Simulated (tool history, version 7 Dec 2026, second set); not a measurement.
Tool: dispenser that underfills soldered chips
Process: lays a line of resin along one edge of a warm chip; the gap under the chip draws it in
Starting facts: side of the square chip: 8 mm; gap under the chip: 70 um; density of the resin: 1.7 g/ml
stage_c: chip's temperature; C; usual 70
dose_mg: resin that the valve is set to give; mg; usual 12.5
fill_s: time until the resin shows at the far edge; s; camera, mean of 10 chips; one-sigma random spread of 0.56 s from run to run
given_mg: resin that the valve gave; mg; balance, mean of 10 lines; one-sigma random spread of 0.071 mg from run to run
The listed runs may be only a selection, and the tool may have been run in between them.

run,hour,stage_c,dose_mg,fill_s,given_mg
1,0,70,12.5,54.8,11.1
# hour 4.2: new syringe of resin
# hour 7.6: dispensing valve cleaned and set on the balance
# hour 13.6: new syringe of resin
2,13.7,68,12.5,50,12.45
# hour 21.8: new syringe of resin
3,27.5,68,12.5,62.1,12.38
# hour 30.6: new syringe of resin
# hour 38.4: new syringe of resin
4,39,68,12.5,51.4,12.4
# hour 46.8: new syringe of resin
5,49.8,70,12.5,49.5,12.11
# hour 54.9: new syringe of resin
6,58.5,70,12.5,51.8,11.99
# hour 62.9: new syringe of resin
7,66.4,70,12.5,48.9,12.03
# hour 71.1: new syringe of resin
8,78.4,70,12.5,58.1,11.89
# hour 79.7: new syringe of resin
# hour 88: new syringe of resin
9,91.2,57,12.5,98.3,11.93
# hour 96.2: new syringe of resin
10,102.5,70,11.7,57.7,10.87
# hour 104.3: new syringe of resin
# hour 112.6: new syringe of resin
11,116.9,70,11.7,51.3,10.76
# hour 120.6: new syringe of resin
12,125.1,58,11.7,99.6,10.75
# hour 129.2: new syringe of resin
13,132.3,60,12.5,83.1,11.5
# hour 137.6: new syringe of resin
# hour 142: stage's temperature calibrated
14,142.4,60,14.5,91.5,13.23
# hour 146.6: new syringe of resin
15,150.1,60,14.5,92.6,13.16
# hour 155.4: new syringe of resin
16,161.4,64,14.4,81.3,12.87
# hour 163.7: new syringe of resin
# hour 171.7: new syringe of resin
17,172.5,71,13.4,46.1,11.98
# hour 175.3: dispensing valve cleaned and set on the balance
# hour 180.9: new syringe of resin
18,183.1,71,13.4,49,13.28
# hour 189.3: new syringe of resin
# hour 197.2: new syringe of resin
19,198.4,71,13.4,46.8,13.14
# hour 205.6: new syringe of resin
# hour 213.6: new syringe of resin
20,214.3,71,13.4,44.3,13.04

Here are 3 independent what-if runs from the current tool condition. What would each one return?
# hour 222.2: new syringe of resin
A,228.8,63,12.9,?,?
# hour 222.2: new syringe of resin
B,228.8,76,12,?,?
# hour 222.2: new syringe of resin
C,228.8,63,16,?,?

run,fill_s,given_mg
A,91.7,12.55
B,47.2,11.65
C,90.3,15.54
Without the tool's hidden state the same runs would have given:
run,fill_s,given_mg
A,68.8,13.02
B,35.3,12.09
C,67.9,16.11

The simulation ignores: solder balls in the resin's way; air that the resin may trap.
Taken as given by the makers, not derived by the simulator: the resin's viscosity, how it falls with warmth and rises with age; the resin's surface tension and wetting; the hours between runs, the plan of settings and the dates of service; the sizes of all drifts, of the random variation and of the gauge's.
